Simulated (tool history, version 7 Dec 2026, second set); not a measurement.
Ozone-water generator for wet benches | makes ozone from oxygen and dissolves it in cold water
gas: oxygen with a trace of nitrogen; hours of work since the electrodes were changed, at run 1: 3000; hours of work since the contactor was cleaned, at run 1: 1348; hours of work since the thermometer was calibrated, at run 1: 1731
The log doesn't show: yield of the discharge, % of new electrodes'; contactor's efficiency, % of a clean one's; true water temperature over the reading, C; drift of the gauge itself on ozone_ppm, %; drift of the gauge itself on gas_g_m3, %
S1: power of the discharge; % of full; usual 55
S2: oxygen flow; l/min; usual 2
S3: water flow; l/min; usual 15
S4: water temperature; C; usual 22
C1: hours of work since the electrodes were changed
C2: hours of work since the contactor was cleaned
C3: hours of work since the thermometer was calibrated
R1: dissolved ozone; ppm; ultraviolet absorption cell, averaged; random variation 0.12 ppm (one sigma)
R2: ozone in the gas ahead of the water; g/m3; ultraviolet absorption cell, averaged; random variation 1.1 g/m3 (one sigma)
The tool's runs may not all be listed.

run,hour,S1,S2,S3,S4,C1,C2,C3,R1,R2
1,0,55,2,15,22,3000,1348,1731,12.1,202.8
2,55.6,55,2,15,21,3035,1383,1766,12.1,200.7
3,147.5,55,2,10,22,3092,1440,1824,18,199.6
4,205.8,55,2,10,22,3129,1477,1861,17.8,200.9
5,268.3,55,2,10,22,3168,1516,1900,18,202
6,380,55,2,10,22,3238,1586,1970,17.9,198.4
7,480.4,55,2,15,22,3301,1649,2033,12.2,199.3
8,591.9,55,2,15,22,3371,1719,2103,12.3,196.5
9,685.5,55,2,15,22,3430,1778,2162,12.2,198.9
10,762,55,2,15,22,3478,1826,2210,12.1,196.9
11,893.6,55,2,15,22,3560,1908,2292,12.1,197.3
12,1026.8,55,2,15,22,3644,1992,2376,12.1,197.4
# hour 1112: gauge calibrated
13,1138.6,55,2,15,22,3714,2062,2446,12.1,200.5
14,1200.3,55,2,15,22,3753,2101,2485,11.9,198.3
15,1298,55,2,15,22,3814,2162,2546,12.2,201.9
16,1417,55,2,15,22,3889,2237,2621,12.1,198.8
17,1502,55,2,15,22,3942,2290,2674,12.1,197.9
18,1618.4,55,2.18,16,22,4015,2363,2747,11.4,189
19,1715,82,1.42,20,14,4076,2424,2808,12.1,331.5
20,1824.7,57,2.15,22,17,4145,2493,2877,8.7,194.9
21,1945,57,2.15,22,17,4220,2568,2952,8.7,193.8
22,2001.3,57,2.15,22,17,4256,2604,2987,8.6,194.1
23,2074,55,2,9,27,4301,2649,3033,18.1,195.5
24,2143,55,2.08,9,24,4344,2693,3076,19,190.2
25,2219.2,55,2,18,19,4392,2740,3124,10.2,195.2
26,2312.3,71,2.07,20,29,4451,2799,3183,10.1,233.5
27,2427.5,44,2,14,17,4523,2871,3255,11.4,162.1
28,2491.7,79,2,15,28,4563,2911,3295,15.1,260.2
29,2558.2,55,2.25,17,22,4605,2953,3337,10.8,180.1
30,2671.5,55,2.25,17,22,4676,3024,3408,10.5,179.8
31,2742,79,2.25,17,15,4720,3068,3452,15.4,236.3
32,2848,79,2.25,10,18,4787,3135,3519,25.3,238.5

Forecast each of these 3 alternatives for the next run:
# hour 2897.8: gauge calibrated
A,2928.5,41,2.25,13,16,4837,3185,3569,?,?
# hour 2897.8: gauge calibrated
B,2928.5,54,2.43,18,22,4837,3185,3569,?,?
# hour 2897.8: gauge calibrated
C,2928.5,55,2.25,10,18,4837,3185,3569,?,?

run,R1,R2
A,12.1,148.2
B,10.2,177.7
C,19,187.8
Without the tool's hidden state the same runs would have given:
run,R1,R2
A,12.1,148.5
B,10.3,178.2
C,19,188.2
